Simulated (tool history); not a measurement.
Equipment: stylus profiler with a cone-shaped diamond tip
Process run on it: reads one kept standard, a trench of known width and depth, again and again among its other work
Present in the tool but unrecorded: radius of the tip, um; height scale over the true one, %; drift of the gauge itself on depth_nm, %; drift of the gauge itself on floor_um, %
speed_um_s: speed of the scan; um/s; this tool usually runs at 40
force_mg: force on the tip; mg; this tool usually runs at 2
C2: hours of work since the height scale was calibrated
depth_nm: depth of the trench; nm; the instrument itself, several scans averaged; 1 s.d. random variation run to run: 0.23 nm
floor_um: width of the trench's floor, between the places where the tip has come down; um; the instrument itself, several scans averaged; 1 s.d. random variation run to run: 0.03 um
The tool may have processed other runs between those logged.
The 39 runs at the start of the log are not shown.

run 40 day=81.458 | speed_um_s=82 force_mg=2.78 | scans_with_this_tip=8911 C2=1542 | depth_nm=1012.91 floor_um=23.59
run 41 day=82.679 | speed_um_s=82 force_mg=2.78 | scans_with_this_tip=9019 C2=1560 | depth_nm=1013.07 floor_um=23.6
run 42 day=83.867 | speed_um_s=82 force_mg=2.78 | scans_with_this_tip=9123 C2=1578 | depth_nm=1013.03 floor_um=23.61
run 43 day=85.262 | speed_um_s=82 force_mg=2.78 | scans_with_this_tip=9247 C2=1600 | depth_nm=1012.54 floor_um=23.57
run 44 day=86.471 | speed_um_s=40 force_mg=0.72 | scans_with_this_tip=9354 C2=1618 | depth_nm=1005.52 floor_um=23.62
run 45 day=87.717 | speed_um_s=153 force_mg=1.22 | scans_with_this_tip=9464 C2=1637 | depth_nm=1007.42 floor_um=22.86
run 46 day=89.892 | speed_um_s=153 force_mg=1.22 | scans_with_this_tip=9656 C2=1671 | depth_nm=1007.2 floor_um=22.91
run 47 day=91.712 | speed_um_s=21 force_mg=5.21 | scans_with_this_tip=9817 C2=1698 | depth_nm=1019.65 floor_um=23.9

3 ways to go on from here, each from the tool as it stands after run 47. What would each give?
run A day=93.867 | speed_um_s=40 force_mg=3.17 | scans_with_this_tip=10007 C2=1731 | depth_nm=? floor_um=?
run B day=93.867 | speed_um_s=73 force_mg=2.64 | scans_with_this_tip=10007 C2=1731 | depth_nm=? floor_um=?
run C day=93.867 | speed_um_s=19 force_mg=4.89 | scans_with_this_tip=10007 C2=1731 | depth_nm=? floor_um=?

run=A depth_nm=1014.06 floor_um=23.82
run=B depth_nm=1012.19 floor_um=23.65
run=C depth_nm=1018.88 floor_um=23.91
Stripped of hidden state, with their random variation kept, the same runs would have yielded:
run=A depth_nm=1014.02 floor_um=23.83
run=B depth_nm=1012.15 floor_um=23.65
run=C depth_nm=1018.83 floor_um=23.92
